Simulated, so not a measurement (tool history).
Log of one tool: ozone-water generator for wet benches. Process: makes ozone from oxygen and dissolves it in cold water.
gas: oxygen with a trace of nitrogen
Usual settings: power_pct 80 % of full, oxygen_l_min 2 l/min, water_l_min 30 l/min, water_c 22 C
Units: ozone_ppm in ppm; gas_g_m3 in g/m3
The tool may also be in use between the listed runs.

| run | hour | power_pct | oxygen_l_min | water_l_min | water_c | ozone_ppm | gas_g_m3 |
|---|---|---|---|---|---|---|---|
| 1 | 0 | 80 | 2 | 30 | 22 | 6.69 | 177.2 |
| 2 | 25.9 | 80 | 2 | 30 | 22 | 6.8 | 175.9 |
| 3 | 45.5 | 80 | 2 | 30 | 22 | 6.67 | 175.4 |
| 4 | 65.5 | 80 | 2 | 30 | 22 | 6.6 | 177 |
| 5 | 84.7 | 80 | 1.38 | 30 | 22 | 5.97 | 214.4 |
| 6 | 111 | 80 | 1.38 | 30 | 22 | 5.92 | 212.2 |
| 7 | 130.3 | 80 | 1.1 | 30 | 22 | 5.35 | 239.4 |
| 8 | 160.7 | 97 | 2 | 30 | 22 | 7.68 | 198.5 |
| 9 | 199.6 | 97 | 2 | 30 | 22 | 7.69 | 201.3 |
| 10 | 216.5 | 80 | 2 | 37 | 22 | 5.43 | 172.7 |
| 11 | 245.9 | 80 | 2 | 25 | 22 | 7.96 | 173.1 |
| 12 | 285 | 80 | 2 | 25 | 22 | 7.9 | 174.4 |
| 13 | 302 | 41 | 2 | 25 | 22 | 4.99 | 109.3 |
| 14 | 341.6 | 80 | 1.86 | 30 | 22 | 6.48 | 182.5 |
| 15 | 377.3 | 60 | 1.86 | 30 | 29 | 5.1 | 146.3 |
| 16 | 407.6 | 62 | 3.3 | 44 | 14 | 4.65 | 110.2 |
| 17 | 436.9 | 50 | 2.62 | 30 | 22 | 5.12 | 106.8 |
| 18 | 457.5 | 63 | 1.47 | 30 | 19 | 5.13 | 172.7 |
| 19 | 482.2 | 63 | 1.47 | 30 | 19 | 5.17 | 170.7 |
| 20 | 512.5 | 63 | 1.47 | 30 | 18 | 5.12 | 171.8 |
| 21 | 546.7 | 48 | 1.47 | 30 | 20 | 4.22 | 139.8 |
| 22 | 568.3 | 41 | 2.52 | 28 | 22 | 4.71 | 94.7 |
| 23 | 587.6 | 60 | 2.78 | 48 | 15 | 3.79 | 118.7 |
| 24 | 621 | 60 | 2.78 | 48 | 15 | 3.98 | 117.2 |

5 ways to go on from here, each from the tool as it stands after run 24. What would each give?
| A | 638.7 | 80 | 2 | 30 | 18 | ? | ? |
| B | 638.7 | 80 | 2 | 21 | 22 | ? | ? |
| C | 638.7 | 60 | 1.34 | 23 | 15 | ? | ? |
| D | 638.7 | 65 | 1.01 | 27 | 15 | ? | ? |
| E | 638.7 | 62 | 3.5 | 48 | 23 | ? | ? |

| run | ozone_ppm | gas_g_m3 |
|---|---|---|
| A | 6.93 | 171.3 |
| B | 9.56 | 171.2 |
| C | 6.46 | 171.7 |
| D | 5.29 | 210.7 |
| E | 4.01 | 106.8 |
Without the tool's hidden state the same runs would have given:
| run | ozone_ppm | gas_g_m3 |
|---|---|---|
| A | 6.94 | 175.6 |
| B | 9.57 | 175.5 |
| C | 6.47 | 176 |
| D | 5.3 | 216 |
| E | 4.01 | 109.5 |
